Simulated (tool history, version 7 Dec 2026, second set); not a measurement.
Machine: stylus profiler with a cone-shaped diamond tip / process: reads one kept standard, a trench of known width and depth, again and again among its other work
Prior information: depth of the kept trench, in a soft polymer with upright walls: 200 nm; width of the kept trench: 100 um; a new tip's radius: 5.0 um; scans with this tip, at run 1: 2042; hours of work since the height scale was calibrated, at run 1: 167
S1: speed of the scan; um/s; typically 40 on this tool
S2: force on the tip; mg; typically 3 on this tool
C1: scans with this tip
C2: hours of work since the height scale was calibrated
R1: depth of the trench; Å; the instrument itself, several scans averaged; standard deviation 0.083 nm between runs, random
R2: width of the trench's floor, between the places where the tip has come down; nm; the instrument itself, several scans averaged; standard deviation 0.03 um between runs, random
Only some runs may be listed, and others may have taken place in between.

run 1 hour=0 | S1=40 S2=3 | C1=2042 C2=167 | R1=2023.8 R2=96790
run 2 hour=8.7 | S1=40 S2=3 | C1=2090 C2=171 | R1=2025.5 R2=96810
run 3 hour=22.6 | S1=40 S2=1.83 | C1=2165 C2=177 | R1=2018.2 R2=96800
run 4 hour=33.6 | S1=40 S2=3 | C1=2225 C2=182 | R1=2025 R2=96750
run 5 hour=41.3 | S1=147 S2=3 | C1=2266 C2=185 | R1=2024.3 R2=96420
run 6 hour=57.8 | S1=147 S2=3 | C1=2356 C2=193 | R1=2025 R2=96340
run 7 hour=68.3 | S1=147 S2=3 | C1=2413 C2=197 | R1=2024.7 R2=96360
run 8 hour=75.6 | S1=26 S2=3 | C1=2453 C2=201 | R1=2024.7 R2=96830
run 9 hour=86.3 | S1=26 S2=3 | C1=2511 C2=205 | R1=2026.9 R2=96700
run 10 hour=99.4 | S1=26 S2=3 | C1=2582 C2=211 | R1=2025.7 R2=96740
run 11 hour=111.3 | S1=26 S2=3 | C1=2647 C2=216 | R1=2026.2 R2=96700
run 12 hour=122.1 | S1=26 S2=3 | C1=2706 C2=221 | R1=2026.3 R2=96790
run 13 hour=136.8 | S1=26 S2=3 | C1=2785 C2=228 | R1=2026.6 R2=96750
run 14 hour=151.4 | S1=40 S2=3.98 | C1=2865 C2=234 | R1=2031.6 R2=96710
run 15 hour=167.7 | S1=40 S2=3 | C1=2954 C2=241 | R1=2025.7 R2=96730
run 16 hour=178.7 | S1=40 S2=3 | C1=3013 C2=246 | R1=2025.7 R2=96650
run 17 hour=186.9 | S1=40 S2=3 | C1=3058 C2=250 | R1=2025.6 R2=96680
run 18 hour=197.2 | S1=40 S2=3.29 | C1=3114 C2=255 | R1=2029.1 R2=96700
run 19 hour=209.8 | S1=101 S2=5.75 | C1=3183 C2=260 | R1=2041.2 R2=96560
run 20 hour=221.8 | S1=101 S2=4.49 | C1=3248 C2=266 | R1=2033.9 R2=96510
run 21 hour=235.5 | S1=40 S2=3.89 | C1=3323 C2=272 | R1=2031.6 R2=96660
run 22 hour=252.6 | S1=40 S2=3.89 | C1=3415 C2=279 | R1=2030.2 R2=96640
run 23 hour=269.3 | S1=18 S2=1.78 | C1=3506 C2=287 | R1=2018.7 R2=96680
run 24 hour=285.1 | S1=26 S2=7.21 | C1=3592 C2=294 | R1=2045.4 R2=96680
run 25 hour=296.1 | S1=26 S2=7.21 | C1=3652 C2=299 | R1=2044.1 R2=96650
run 26 hour=311.2 | S1=34 S2=6.38 | C1=3734 C2=305 | R1=2042.6 R2=96630
run 27 hour=319.9 | S1=23 S2=3 | C1=3781 C2=309 | R1=2026 R2=96650
run 28 hour=329.5 | S1=71 S2=4.06 | C1=3833 C2=313 | R1=2032.5 R2=96470
run 29 hour=342.4 | S1=114 S2=4.06 | C1=3904 C2=319 | R1=2032 R2=96430
run 30 hour=354.8 | S1=114 S2=4.06 | C1=3971 C2=325 | R1=2031.8 R2=96360
run 31 hour=370.1 | S1=146 S2=2.75 | C1=4054 C2=331 | R1=2024.8 R2=96140
run 32 hour=381.5 | S1=146 S2=2.75 | C1=4116 C2=337 | R1=2026.7 R2=96130
run 33 hour=389.9 | S1=14 S2=1.11 | C1=4162 C2=340 | R1=2016.2 R2=96620
run 34 hour=402.1 | S1=41 S2=4.9 | C1=4228 C2=346 | R1=2036 R2=96570
run 35 hour=418.8 | S1=41 S2=4.9 | C1=4319 C2=353 | R1=2034.9 R2=96550

The logged runs with the hidden state left out (each run's random variation unchanged):
Unlogged tool condition in this case: radius of the tip, um; height scale over the true one, %; drift of the gauge itself on depth_nm, %; drift of the gauge itself on floor_um, %.
run=1 R1=2022.7 R2=97050
run=2 R1=2024.3 R2=97080
run=3 R1=2017 R2=97080
run=4 R1=2023.7 R2=97040
run=5 R1=2023 R2=96710
run=6 R1=2023.7 R2=96650
run=7 R1=2023.3 R2=96670
run=8 R1=2023.3 R2=97140
run=9 R1=2025.4 R2=97020
run=10 R1=2024.1 R2=97070
run=11 R1=2024.6 R2=97040
run=12 R1=2024.7 R2=97140
run=13 R1=2024.9 R2=97110
run=14 R1=2029.9 R2=97070
run=15 R1=2023.9 R2=97100
run=16 R1=2023.9 R2=97030
run=17 R1=2023.7 R2=97070
run=18 R1=2027.2 R2=97090
run=19 R1=2039.2 R2=96960
run=20 R1=2031.9 R2=96920
run=21 R1=2029.5 R2=97080
run=22 R1=2028.1 R2=97070
run=23 R1=2016.5 R2=97120
run=24 R1=2043.1 R2=97130
run=25 R1=2041.8 R2=97110
run=26 R1=2040.2 R2=97100
run=27 R1=2023.5 R2=97130
run=28 R1=2030 R2=96950
run=29 R1=2029.5 R2=96920
run=30 R1=2029.3 R2=96860
run=31 R1=2022.2 R2=96650
run=32 R1=2024.1 R2=96650
run=33 R1=2013.5 R2=97140
run=34 R1=2033.3 R2=97100
run=35 R1=2032 R2=97090
